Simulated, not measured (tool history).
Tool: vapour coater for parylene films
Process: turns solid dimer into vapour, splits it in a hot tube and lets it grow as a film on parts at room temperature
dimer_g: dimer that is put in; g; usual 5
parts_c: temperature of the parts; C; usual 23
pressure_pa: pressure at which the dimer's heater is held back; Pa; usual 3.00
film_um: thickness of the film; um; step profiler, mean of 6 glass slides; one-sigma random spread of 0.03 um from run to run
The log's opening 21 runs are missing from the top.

Run 22, hour 877.9: usual settings but dimer_g 8 g. Result: film_um 4.55 um.
Run 23, hour 924.1: usual settings but dimer_g 8 g. Result: film_um 4.58 um.
Run 24, hour 963.3: usual settings but pressure_pa 3.38 Pa. Result: film_um 2.73 um.
Run 25, hour 1007.4: usual settings but pressure_pa 10.14 Pa. Result: film_um 2.26 um.
Run 26, hour 1054.0: usual settings but pressure_pa 10.14 Pa. Result: film_um 2.29 um.
At hour 1085.6: trap's valve overhauled.
Run 27, hour 1085.6: usual settings but dimer_g 2 g, pressure_pa 10.14 Pa. Result: film_um 0.90 um.
Run 28, hour 1112.8: usual settings but dimer_g 2 g, pressure_pa 10.14 Pa. Result: film_um 0.89 um.
Run 29, hour 1168.1: usual settings but dimer_g 4 g, pressure_pa 7.89 Pa. Result: film_um 1.96 um.
Run 30, hour 1222.8: usual settings but dimer_g 6 g, parts_c 19 C. Result: film_um 3.98 um.
Run 31, hour 1250.6: usual settings but dimer_g 6 g, parts_c 19 C. Result: film_um 4.00 um.

Predict each of these 4 candidate next runs independently; none follows another, all start after run 31:
At hour 1269.7: table's thermometer calibrated.
Run A, hour 1307.2: usual settings but dimer_g 8 g, parts_c 33 C, pressure_pa 2.05 Pa. Result: film_um ?.
At hour 1269.7: table's thermometer calibrated.
Run B, hour 1307.2: usual settings but parts_c 17 C. Result: film_um ?.
At hour 1269.7: table's thermometer calibrated.
Run C, hour 1307.2: usual settings but dimer_g 6 g, parts_c 27 C. Result: film_um ?.
At hour 1269.7: table's thermometer calibrated.
Run D, hour 1307.2: usual settings but pressure_pa 3.82 Pa. Result: film_um ?.

run  film_um
  A     3.32
  B     3.61
  C     2.91
  D     2.72
Without the tool's hidden state the same runs would have given:
run  film_um
  A     3.32
  B     3.62
  C     2.92
  D     2.73
